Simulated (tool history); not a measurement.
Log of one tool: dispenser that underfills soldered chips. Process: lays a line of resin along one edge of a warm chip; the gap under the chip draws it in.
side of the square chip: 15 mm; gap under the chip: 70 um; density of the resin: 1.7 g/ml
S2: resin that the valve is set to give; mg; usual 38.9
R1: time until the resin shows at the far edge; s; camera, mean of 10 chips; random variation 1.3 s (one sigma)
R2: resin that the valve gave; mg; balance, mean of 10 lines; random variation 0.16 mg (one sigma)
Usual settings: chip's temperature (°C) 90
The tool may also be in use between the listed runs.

Run 1, hour 0.0: usual settings. Result: R1 147.0 s, R2 36.87 mg.
At hour 4.6: new syringe of resin.
Run 2, hour 7.8: usual settings. Result: R1 144.1 s, R2 36.73 mg.
At hour 13.8: new syringe of resin.
Run 3, hour 19.9: usual settings. Result: R1 151.6 s, R2 36.51 mg.
At hour 23.1: new syringe of resin.
Run 4, hour 26.2: usual settings. Result: R1 141.8 s, R2 36.58 mg.
At hour 32.8: new syringe of resin.
Run 5, hour 34.3: usual settings but S2 37.5 mg. Result: R1 139.5 s, R2 34.92 mg.
Run 6, hour 41.1: usual settings but S2 37.5 mg. Result: R1 162.2 s, R2 34.97 mg.
At hour 42.1: new syringe of resin.
At hour 50.9: new syringe of resin.
Run 7, hour 53.4: usual settings but S2 37.5 mg. Result: R1 142.5 s, R2 34.33 mg.
At hour 60.0: new syringe of resin.
Run 8, hour 64.1: usual settings. Result: R1 147.3 s, R2 35.87 mg.
At hour 69.0: new syringe of resin.
Run 9, hour 76.4: usual settings but S2 44.4 mg. Result: R1 153.7 s, R2 40.29 mg.
At hour 78.1: new syringe of resin.
At hour 87.0: new syringe of resin.
Run 10, hour 87.0: usual settings but chip's temperature (°C) 87. Result: R1 153.5 s, R2 35.46 mg.
At hour 95.8: new syringe of resin.
Run 11, hour 95.9: usual settings but chip's temperature (°C) 87. Result: R1 153.3 s, R2 34.81 mg.
Run 12, hour 102.4: usual settings but chip's temperature (°C) 94. Result: R1 130.2 s, R2 34.81 mg.
At hour 104.4: dispensing valve cleaned and set on the balance.
At hour 105.7: new syringe of resin.
Run 13, hour 110.7: usual settings. Result: R1 145.3 s, R2 38.60 mg.
At hour 114.7: new syringe of resin.
Run 14, hour 122.1: usual settings. Result: R1 161.4 s, R2 38.48 mg.
At hour 124.4: new syringe of resin.
Run 15, hour 130.1: usual settings. Result: R1 150.4 s, R2 38.46 mg.
At hour 134.0: new syringe of resin.
Run 16, hour 138.4: usual settings. Result: R1 148.6 s, R2 38.00 mg.
At hour 143.2: new syringe of resin.
Run 17, hour 150.9: usual settings but S2 36.7 mg. Result: R1 158.8 s, R2 35.78 mg.
At hour 152.3: new syringe of resin.
Run 18, hour 156.8: usual settings but S2 36.7 mg. Result: R1 152.6 s, R2 35.55 mg.
At hour 161.1: new syringe of resin.
Run 19, hour 166.9: usual settings but chip's temperature (°C) 78. Result: R1 276.1 s, R2 37.77 mg.
At hour 169.9: new syringe of resin.
Run 20, hour 177.8: usual settings but chip's temperature (°C) 99, S2 41.8 mg. Result: R1 101.5 s, R2 40.24 mg.
At hour 178.8: new syringe of resin.
At hour 187.9: new syringe of resin.
Run 21, hour 187.9: usual settings but S2 39.8 mg. Result: R1 130.9 s, R2 37.99 mg.
Run 22, hour 193.6: usual settings but chip's temperature (°C) 100, S2 49.7 mg. Result: R1 90.4 s, R2 47.48 mg.
At hour 197.2: new syringe of resin.
Run 23, hour 200.8: usual settings but chip's temperature (°C) 103, S2 49.8 mg. Result: R1 76.2 s, R2 47.27 mg.
At hour 206.3: new syringe of resin.
Run 24, hour 209.2: usual settings but chip's temperature (°C) 86, S2 35.6 mg. Result: R1 177.7 s, R2 33.41 mg.
At hour 215.3: new syringe of resin.
Run 25, hour 219.0: usual settings but chip's temperature (°C) 103, S2 48.6 mg. Result: R1 76.5 s, R2 45.54 mg.
At hour 224.1: new syringe of resin.
Run 26, hour 228.1: usual settings but chip's temperature (°C) 79, S2 33.4 mg. Result: R1 278.1 s, R2 31.13 mg.
At hour 233.0: new syringe of resin.
Run 27, hour 234.1: usual settings but chip's temperature (°C) 85, S2 42.8 mg. Result: R1 177.3 s, R2 39.66 mg.
At hour 242.5: new syringe of resin.
Run 28, hour 244.3: usual settings but chip's temperature (°C) 85, S2 42.8 mg. Result: R1 179.6 s, R2 39.45 mg.
Run 29, hour 249.5: usual settings but chip's temperature (°C) 85, S2 42.8 mg. Result: R1 203.2 s, R2 39.56 mg.

Forecast run 30:
At hour 251.5: new syringe of resin.
Run 30, hour 257.6: usual settings but chip's temperature (°C) 92, S2 49.6 mg. Result: R1 ?, R2 ?.

{"run 30": {"R1": 135.7, "R2": 45.36}}
Without the tool's hidden state the same run would have given R1 111.7 s, R2 49.64 mg.
